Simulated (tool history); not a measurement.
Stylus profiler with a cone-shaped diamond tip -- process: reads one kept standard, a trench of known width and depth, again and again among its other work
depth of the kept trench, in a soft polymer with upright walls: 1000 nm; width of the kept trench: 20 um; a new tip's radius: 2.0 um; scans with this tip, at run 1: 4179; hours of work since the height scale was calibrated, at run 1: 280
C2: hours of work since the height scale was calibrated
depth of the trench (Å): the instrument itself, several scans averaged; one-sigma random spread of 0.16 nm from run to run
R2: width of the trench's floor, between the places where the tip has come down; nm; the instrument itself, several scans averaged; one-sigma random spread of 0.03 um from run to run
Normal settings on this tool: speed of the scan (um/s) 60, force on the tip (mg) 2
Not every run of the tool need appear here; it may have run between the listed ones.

{"run": 1, "hour": 0.0, "speed of the scan (um/s)": 60, "force on the tip (mg)": 2, "scans with this tip": 4179, "C2": 280, "depth of the trench (Å)": 10121.3, "R2": 16290}
{"run": 2, "hour": 29.0, "speed of the scan (um/s)": 60, "force on the tip (mg)": 2, "scans with this tip": 4506, "C2": 302, "depth of the trench (Å)": 10123.3, "R2": 16270}
{"run": 3, "hour": 64.5, "speed of the scan (um/s)": 60, "force on the tip (mg)": 0.78, "scans with this tip": 4906, "C2": 329, "depth of the trench (Å)": 10064.2, "R2": 16100}
{"run": 4, "hour": 83.2, "speed of the scan (um/s)": 60, "force on the tip (mg)": 2, "scans with this tip": 5116, "C2": 343, "depth of the trench (Å)": 10121.6, "R2": 16270}
{"run": 5, "hour": 101.6, "speed of the scan (um/s)": 60, "force on the tip (mg)": 5, "scans with this tip": 5323, "C2": 357, "depth of the trench (Å)": 10224.8, "R2": 16360}
{"run": 6, "hour": 122.8, "speed of the scan (um/s)": 60, "force on the tip (mg)": 2, "scans with this tip": 5563, "C2": 373, "depth of the trench (Å)": 10123.6, "R2": 16330}
{"run": 7, "hour": 154.6, "speed of the scan (um/s)": 211, "force on the tip (mg)": 2, "scans with this tip": 5921, "C2": 397, "depth of the trench (Å)": 10121.8, "R2": 15630}
{"run": 8, "hour": 186.0, "speed of the scan (um/s)": 211, "force on the tip (mg)": 2, "scans with this tip": 6275, "C2": 421, "depth of the trench (Å)": 10120.9, "R2": 15650}
{"run": 9, "hour": 211.3, "speed of the scan (um/s)": 60, "force on the tip (mg)": 1.79, "scans with this tip": 6559, "C2": 440, "depth of the trench (Å)": 10113.4, "R2": 16250}
{"run": 10, "hour": 227.5, "speed of the scan (um/s)": 60, "force on the tip (mg)": 1.79, "scans with this tip": 6742, "C2": 452, "depth of the trench (Å)": 10114.9, "R2": 16260}
{"run": 11, "hour": 258.4, "speed of the scan (um/s)": 153, "force on the tip (mg)": 1.79, "scans with this tip": 7090, "C2": 475, "depth of the trench (Å)": 10113.3, "R2": 15900}
{"run": 12, "hour": 292.0, "speed of the scan (um/s)": 108, "force on the tip (mg)": 0.82, "scans with this tip": 7469, "C2": 501, "depth of the trench (Å)": 10068.2, "R2": 15830}
{"run": 13, "hour": 315.2, "speed of the scan (um/s)": 21, "force on the tip (mg)": 4.33, "scans with this tip": 7730, "C2": 518, "depth of the trench (Å)": 10204.1, "R2": 16440}
{"run": 14, "hour": 337.1, "speed of the scan (um/s)": 228, "force on the tip (mg)": 3.56, "scans with this tip": 7977, "C2": 535, "depth of the trench (Å)": 10177.1, "R2": 15790}
{"run": 15, "hour": 367.2, "speed of the scan (um/s)": 194, "force on the tip (mg)": 1.15, "scans with this tip": 8316, "C2": 558, "depth of the trench (Å)": 10083.7, "R2": 15470}
{"run": 16, "hour": 399.0, "speed of the scan (um/s)": 22, "force on the tip (mg)": 2, "scans with this tip": 8674, "C2": 582, "depth of the trench (Å)": 10125.1, "R2": 16480}
{"run": 17, "hour": 426.7, "speed of the scan (um/s)": 107, "force on the tip (mg)": 0.9, "scans with this tip": 8987, "C2": 603, "depth of the trench (Å)": 10072.8, "R2": 15830}
{"run": 18, "hour": 451.8, "speed of the scan (um/s)": 50, "force on the tip (mg)": 4.68, "scans with this tip": 9269, "C2": 622, "depth of the trench (Å)": 10213.9, "R2": 16340}
{"run": 19, "hour": 469.8, "speed of the scan (um/s)": 65, "force on the tip (mg)": 0.8, "scans with this tip": 9472, "C2": 635, "depth of the trench (Å)": 10071.7, "R2": 16120}
{"run": 20, "hour": 488.4, "speed of the scan (um/s)": 65, "force on the tip (mg)": 0.8, "scans with this tip": 9681, "C2": 649, "depth of the trench (Å)": 10067.3, "R2": 16100}
{"run": 21, "hour": 512.6, "speed of the scan (um/s)": 60, "force on the tip (mg)": 2.47, "scans with this tip": 9953, "C2": 667, "depth of the trench (Å)": 10137.5, "R2": 16340}
{"run": 22, "hour": 539.1, "speed of the scan (um/s)": 31, "force on the tip (mg)": 2.6, "scans with this tip": 10252, "C2": 687, "depth of the trench (Å)": 10145.4, "R2": 16430}

Predict each of these 4 candidate next runs independently; none follows another, all start after run 22:
{"run": "A", "hour": 571.3, "speed of the scan (um/s)": 116, "force on the tip (mg)": 2, "scans with this tip": 10615, "C2": 712, "depth of the trench (Å)": "?", "R2": "?"}
{"run": "B", "hour": 571.3, "speed of the scan (um/s)": 95, "force on the tip (mg)": 2, "scans with this tip": 10615, "C2": 712, "depth of the trench (Å)": "?", "R2": "?"}
{"run": "C", "hour": 571.3, "speed of the scan (um/s)": 31, "force on the tip (mg)": 5.7, "scans with this tip": 10615, "C2": 712, "depth of the trench (Å)": "?", "R2": "?"}
{"run": "D", "hour": 571.3, "speed of the scan (um/s)": 81, "force on the tip (mg)": 2.18, "scans with this tip": 10615, "C2": 712, "depth of the trench (Å)": "?", "R2": "?"}

run=A depth_of_the_trench_(Å)=10119.3 R2=16050
run=B depth_of_the_trench_(Å)=10120.8 R2=16120
run=C depth_of_the_trench_(Å)=10246.3 R2=16450
run=D depth_of_the_trench_(Å)=10133.1 R2=16220
With the hidden condition removed and each run's random variation left untouched, the same runs would have given:
run=A depth_of_the_trench_(Å)=10119.6 R2=16060
run=B depth_of_the_trench_(Å)=10121.1 R2=16130
run=C depth_of_the_trench_(Å)=10246.6 R2=16460
run=D depth_of_the_trench_(Å)=10133.4 R2=16230
